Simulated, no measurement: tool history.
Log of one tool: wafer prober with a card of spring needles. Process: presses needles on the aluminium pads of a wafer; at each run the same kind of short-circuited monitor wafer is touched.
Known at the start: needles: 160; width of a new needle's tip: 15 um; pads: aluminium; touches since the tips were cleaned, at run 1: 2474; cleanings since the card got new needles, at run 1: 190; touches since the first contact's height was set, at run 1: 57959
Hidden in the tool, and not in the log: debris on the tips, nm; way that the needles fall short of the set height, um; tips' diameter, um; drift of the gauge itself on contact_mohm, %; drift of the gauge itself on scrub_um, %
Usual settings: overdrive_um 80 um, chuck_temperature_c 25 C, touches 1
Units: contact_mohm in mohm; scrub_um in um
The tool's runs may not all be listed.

run	day	overdrive_um	chuck_temperature_c	touches	touches since the tips were cleaned	cleanings since the card got new needles	touches since the first contact's height was set	contact_mohm	scrub_um
1	0	80	25	1	2474	190	57959	207	20.26
# day 0.112: tips cleaned on abrasive film
# day 0.554: tips cleaned on abrasive film
# day 1.104: tips cleaned on abrasive film
2	1.438	72	25	1	2128	193	67022	203	18.25
# day 1.554: tips cleaned on abrasive film
# day 2.104: tips cleaned on abrasive film
# day 2.546: tips cleaned on abrasive film
# day 3.088: tips cleaned on abrasive film
3	3.088	72	25	1	0	197	77393	203	18.27
# day 3.529: tips cleaned on abrasive film
# day 4.079: tips cleaned on abrasive film
# day 4.521: tips cleaned on abrasive film
4	4.854	72	25	1	2130	200	88540	207	18.3
# day 4.971: tips cleaned on abrasive film
# day 5.521: tips cleaned on abrasive film
# day 5.971: height of the first contact set anew
# day 6.083: tips cleaned on abrasive film
# day 6.633: tips cleaned on abrasive film
5	6.762	72	25	1	835	204	4997	205	18.24
# day 7.096: tips cleaned on abrasive film
# day 7.646: tips cleaned on abrasive film
# day 8.196: tips cleaned on abrasive film
# day 8.746: tips cleaned on abrasive film
6	9.008	80	25	3	1680	208	19159	200	20.27
# day 9.233: tips cleaned on abrasive film
# day 9.783: tips cleaned on abrasive film
# day 10.333: tips cleaned on abrasive film
7	10.55	80	25	3	1392	211	28872	205	20.3
# day 10.875: tips cleaned on abrasive film
# day 11.425: tips cleaned on abrasive film
# day 11.975: tips cleaned on abrasive film
8	11.975	80	25	3	0	214	37824	204	20.28
# day 12.525: tips cleaned on abrasive film
# day 13.075: tips cleaned on abrasive film
# day 13.517: tips cleaned on abrasive film
# day 14.067: tips cleaned on abrasive film
9	14.492	80	25	3	2721	218	53723	200	20.19
# day 14.608: tips cleaned on abrasive film
# day 15.046: tips cleaned on abrasive film
# day 15.596: tips cleaned on abrasive film
# day 16.146: tips cleaned on abrasive film
# day 16.588: tips cleaned on abrasive film
10	16.733	70	36	2	923	223	67823	207	17.69
# day 17.067: tips cleaned on abrasive film
# day 17.617: tips cleaned on abrasive film
# day 18.058: tips cleaned on abrasive film
11	18.379	73	28	3	2059	226	78206	206	18.44
# day 18.604: tips cleaned on abrasive film
# day 19.154: tips cleaned on abrasive film
# day 19.704: tips cleaned on abrasive film
# day 20.146: tips cleaned on abrasive film
# day 20.696: tips cleaned on abrasive film
# day 21.112: height of the first contact set anew
12	21.112	73	28	3	2585	231	0	201	18.57
# day 21.229: tips cleaned on abrasive film
# day 21.667: tips cleaned on abrasive film
# day 22.217: tips cleaned on abrasive film
# day 22.658: tips cleaned on abrasive film
# day 23.208: tips cleaned on abrasive film
# day 23.65: tips cleaned on abrasive film
13	23.788	68	97	2	881	237	16834	220	17.28
# day 24.121: tips cleaned on abrasive film
# day 24.671: tips cleaned on abrasive film
# day 25.221: tips cleaned on abrasive film
14	25.533	80	52	1	1995	240	27847	211	20.23
# day 25.758: tips cleaned on abrasive film
# day 26.308: tips cleaned on abrasive film
# day 26.858: tips cleaned on abrasive film
15	27.046	80	52	1	1191	243	37361	212	20.26
# day 27.375: tips cleaned on abrasive film
# day 27.817: tips cleaned on abrasive film
# day 28.321: tips cleaned on abrasive film
16	28.321	88	72	1	0	246	45397	215	22.29
# day 28.871: tips cleaned on abrasive film
# day 29.421: tips cleaned on abrasive film
17	29.654	87	72	1	1468	248	53800	213	22.01

The next listed run, before its measurement:
# day 29.875: tips cleaned on abrasive film
# day 30.317: tips cleaned on abrasive film
# day 30.867: tips cleaned on abrasive film
# day 31.417: tips cleaned on abrasive film
# day 31.929: tips cleaned on abrasive film
18	31.929	87	77	2	0	253	68117	?	?

{"run 18": {"contact_mohm": 215, "scrub_um": 22.09}}
Without the tool's hidden state the same run would have given contact_mohm 215 mohm, scrub_um 22.1 um.
